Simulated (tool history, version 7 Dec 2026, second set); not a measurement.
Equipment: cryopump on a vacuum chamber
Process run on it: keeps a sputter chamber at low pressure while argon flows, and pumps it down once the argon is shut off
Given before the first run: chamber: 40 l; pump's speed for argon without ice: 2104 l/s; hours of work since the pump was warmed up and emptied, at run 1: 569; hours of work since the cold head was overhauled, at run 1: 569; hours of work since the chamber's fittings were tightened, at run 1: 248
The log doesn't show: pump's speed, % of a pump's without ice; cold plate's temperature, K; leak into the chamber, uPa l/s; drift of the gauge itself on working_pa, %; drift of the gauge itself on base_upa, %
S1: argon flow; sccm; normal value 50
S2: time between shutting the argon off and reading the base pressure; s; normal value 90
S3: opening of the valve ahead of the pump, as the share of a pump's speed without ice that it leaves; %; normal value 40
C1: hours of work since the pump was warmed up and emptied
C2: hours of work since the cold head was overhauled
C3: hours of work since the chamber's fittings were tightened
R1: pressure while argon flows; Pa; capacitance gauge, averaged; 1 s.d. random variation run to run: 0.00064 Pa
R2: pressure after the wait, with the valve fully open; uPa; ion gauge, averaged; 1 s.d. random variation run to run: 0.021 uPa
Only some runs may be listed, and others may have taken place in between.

| run | day | S1 | S2 | S3 | C1 | C2 | C3 | R1 | R2 |
|---|---|---|---|---|---|---|---|---|---|
| 1 | 0 | 50 | 90 | 40 | 569 | 569 | 248 | 0.1142 | 0.68 |
| 2 | 0.512 | 50 | 90 | 42 | 577 | 577 | 256 | 0.1101 | 0.66 |
| 3 | 1.075 | 50 | 90 | 37 | 586 | 586 | 265 | 0.1215 | 0.7 |
| 4 | 1.571 | 50 | 43 | 40 | 594 | 594 | 273 | 0.1134 | 1.11 |
| 5 | 2.388 | 30 | 43 | 40 | 606 | 606 | 286 | 0.0682 | 1.12 |
| 6 | 2.992 | 30 | 43 | 40 | 616 | 616 | 295 | 0.0678 | 1.12 |
| 7 | 3.9 | 50 | 90 | 40 | 630 | 630 | 310 | 0.1151 | 0.7 |
| 8 | 4.517 | 50 | 90 | 40 | 640 | 640 | 319 | 0.1156 | 0.74 |
| 9 | 5.046 | 50 | 90 | 40 | 649 | 649 | 328 | 0.1157 | 0.75 |
| 10 | 5.692 | 50 | 90 | 40 | 659 | 659 | 338 | 0.1153 | 0.75 |
| 11 | 6.65 | 50 | 90 | 40 | 674 | 674 | 353 | 0.1153 | 0.7 |
| 12 | 7.412 | 91 | 90 | 19 | 686 | 686 | 365 | 0.4138 | 0.74 |
| 13 | 8.138 | 91 | 165 | 18 | 698 | 698 | 377 | 0.4374 | 0.54 |
| 14 | 8.967 | 91 | 165 | 18 | 711 | 711 | 390 | 0.4382 | 0.57 |
| 15 | 9.779 | 40 | 179 | 18 | 724 | 724 | 403 | 0.1919 | 0.6 |
|  | 10.8 | pump warmed up, emptied and cooled again |
| 16 | 10.917 | 40 | 179 | 18 | 2 | 738 | 418 | 0.1788 | 0.46 |
| 17 | 11.379 | 40 | 179 | 18 | 9 | 746 | 425 | 0.1793 | 0.46 |
| 18 | 12.088 | 40 | 179 | 18 | 20 | 757 | 436 | 0.1783 | 0.44 |
| 19 | 12.792 | 40 | 48 | 18 | 32 | 768 | 447 | 0.182 | 0.96 |
| 20 | 13.529 | 76 | 51 | 40 | 43 | 780 | 459 | 0.1551 | 0.98 |
| 21 | 14.008 | 76 | 51 | 40 | 51 | 787 | 467 | 0.1546 | 0.91 |
| 22 | 14.392 | 25 | 297 | 20 | 57 | 794 | 473 | 0.1 | 0.38 |

Below, each run's measurement less what the same run would have read without the hidden state. Both values contain the same run-to-run variation, but the gauge's scatter may not be the same in both:
| run | R1 | R2 |
|---|---|---|
| 1 | +0.0125 | +0.15 |
| 2 | +0.0128 | +0.15 |
| 3 | +0.013 | +0.16 |
| 4 | +0.0132 | +0.16 |
| 5 | +0.0082 | +0.17 |
| 6 | +0.0084 | +0.18 |
| 7 | +0.0144 | +0.18 |
| 8 | +0.0147 | +0.2 |
| 9 | +0.0149 | +0.18 |
| 10 | +0.0152 | +0.2 |
| 11 | +0.0156 | +0.2 |
| 12 | +0.0292 | +0.22 |
| 13 | +0.0301 | +0.21 |
| 14 | +0.0308 | +0.22 |
| 15 | +0.0138 | +0.24 |
| 16 | +0.0004 | +0.13 |
| 17 | +0.0005 | +0.13 |
| 18 | +0.0007 | +0.14 |
| 19 | +0.0009 | +0.14 |
| 20 | +0.002 | +0.15 |
| 21 | +0.0022 | +0.15 |
| 22 | +0.0007 | +0.14 |

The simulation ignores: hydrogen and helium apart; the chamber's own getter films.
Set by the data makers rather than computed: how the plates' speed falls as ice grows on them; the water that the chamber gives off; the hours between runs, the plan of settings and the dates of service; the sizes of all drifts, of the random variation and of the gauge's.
